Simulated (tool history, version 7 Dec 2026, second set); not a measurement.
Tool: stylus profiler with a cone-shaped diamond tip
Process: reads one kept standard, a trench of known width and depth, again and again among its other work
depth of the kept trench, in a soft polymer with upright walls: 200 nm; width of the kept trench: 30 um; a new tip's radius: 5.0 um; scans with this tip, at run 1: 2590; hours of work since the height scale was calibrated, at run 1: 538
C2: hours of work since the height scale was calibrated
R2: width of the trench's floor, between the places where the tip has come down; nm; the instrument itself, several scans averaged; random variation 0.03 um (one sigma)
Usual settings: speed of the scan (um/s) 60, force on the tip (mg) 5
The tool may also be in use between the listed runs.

Run 1, hour 0: usual settings; scans with this tip 2590; C2 538. Result: depth of the trench (Å) 2044, R2 26850 nm.
Run 2, hour 35.9: usual settings; scans with this tip 2682; C2 557. Result: depth of the trench (Å) 2044.4, R2 26830 nm.
Run 3, hour 75.8: usual settings but force on the tip (mg) 1.79; scans with this tip 2783; C2 578. Result: depth of the trench (Å) 2019.7, R2 26730 nm.
Run 4, hour 131: usual settings but force on the tip (mg) 4.25; scans with this tip 2923; C2 607. Result: depth of the trench (Å) 2039.3, R2 26730 nm.
Run 5, hour 191.1: usual settings but force on the tip (mg) 4.25; scans with this tip 3076; C2 638. Result: depth of the trench (Å) 2038.3, R2 26770 nm.
Run 6, hour 218.7: usual settings but speed of the scan (um/s) 118; scans with this tip 3146; C2 653. Result: depth of the trench (Å) 2043.3, R2 26660 nm.
Run 7, hour 280.7: usual settings but force on the tip (mg) 2.21; scans with this tip 3304; C2 686. Result: depth of the trench (Å) 2023, R2 26670 nm.
Run 8, hour 332.1: usual settings; scans with this tip 3435; C2 713. Result: depth of the trench (Å) 2043.2, R2 26760 nm.
Run 9, hour 370.1: usual settings but speed of the scan (um/s) 96; scans with this tip 3532; C2 733. Result: depth of the trench (Å) 2042.9, R2 26660 nm.
Run 10, hour 406.9: usual settings but speed of the scan (um/s) 96; scans with this tip 3625; C2 752. Result: depth of the trench (Å) 2043.1, R2 26640 nm.
Run 11, hour 449.6: usual settings but speed of the scan (um/s) 75; scans with this tip 3734; C2 775. Result: depth of the trench (Å) 2043.1, R2 26680 nm.
Run 12, hour 491.9: usual settings but speed of the scan (um/s) 75; scans with this tip 3842; C2 797. Result: depth of the trench (Å) 2043.1, R2 26700 nm.
Run 13, hour 554.7: usual settings but speed of the scan (um/s) 75; scans with this tip 4001; C2 830. Result: depth of the trench (Å) 2042.9, R2 26630 nm.
Run 14, hour 595: usual settings; scans with this tip 4104; C2 852. Result: depth of the trench (Å) 2042.5, R2 26650 nm.
Run 15, hour 647: usual settings; scans with this tip 4236; C2 879. Result: depth of the trench (Å) 2043, R2 26710 nm.
Run 16, hour 690.1: usual settings; scans with this tip 4346; C2 902. Result: depth of the trench (Å) 2042.2, R2 26620 nm.
Run 17, hour 750.2: usual settings but force on the tip (mg) 4.38; scans with this tip 4499; C2 934. Result: depth of the trench (Å) 2038.7, R2 26620 nm.
Run 18, hour 787.2: usual settings; scans with this tip 4593; C2 953. Result: depth of the trench (Å) 2040.9, R2 26630 nm.
Run 19, hour 824.6: usual settings but speed of the scan (um/s) 181; scans with this tip 4688; C2 973. Result: depth of the trench (Å) 2041.7, R2 26450 nm.
Run 20, hour 878.3: usual settings but speed of the scan (um/s) 181; scans with this tip 4825; C2 1001. Result: depth of the trench (Å) 2041.5, R2 26390 nm.
Run 21, hour 940.1: usual settings but speed of the scan (um/s) 181; scans with this tip 4982; C2 1034. Result: depth of the trench (Å) 2042, R2 26410 nm.
Run 22, hour 994.7: usual settings but speed of the scan (um/s) 26, force on the tip (mg) 3.79; scans with this tip 5121; C2 1063. Result: depth of the trench (Å) 2033.6, R2 26640 nm.
Run 23, hour 1021.6: usual settings but speed of the scan (um/s) 26, force on the tip (mg) 10.48; scans with this tip 5189; C2 1077. Result: depth of the trench (Å) 2072.3, R2 26650 nm.
At hour 1060.9: height scale calibrated on a step standard.
Run 24, hour 1070.3: usual settings but speed of the scan (um/s) 26, force on the tip (mg) 10.48; scans with this tip 5312; C2 5. Result: depth of the trench (Å) 2071.4, R2 26700 nm.
Run 25, hour 1109.9: usual settings but speed of the scan (um/s) 26, force on the tip (mg) 10.48; scans with this tip 5413; C2 26. Result: depth of the trench (Å) 2070.7, R2 26620 nm.
Run 26, hour 1153.6: usual settings but speed of the scan (um/s) 26, force on the tip (mg) 10.48; scans with this tip 5524; C2 49. Result: depth of the trench (Å) 2071.5, R2 26590 nm.

The next listed run, before its measurement:
Run 27, hour 1201.5: usual settings but speed of the scan (um/s) 144, force on the tip (mg) 4.25; scans with this tip 5646; C2 74. Result: depth of the trench (Å) ?, R2 ?.

{"run 27": {"depth of the trench (Å)": 2034.7, "R2": 26390}}
Without the tool's hidden state the same run would have given depth of the trench (Å) 2043.8, R2 26940 nm.
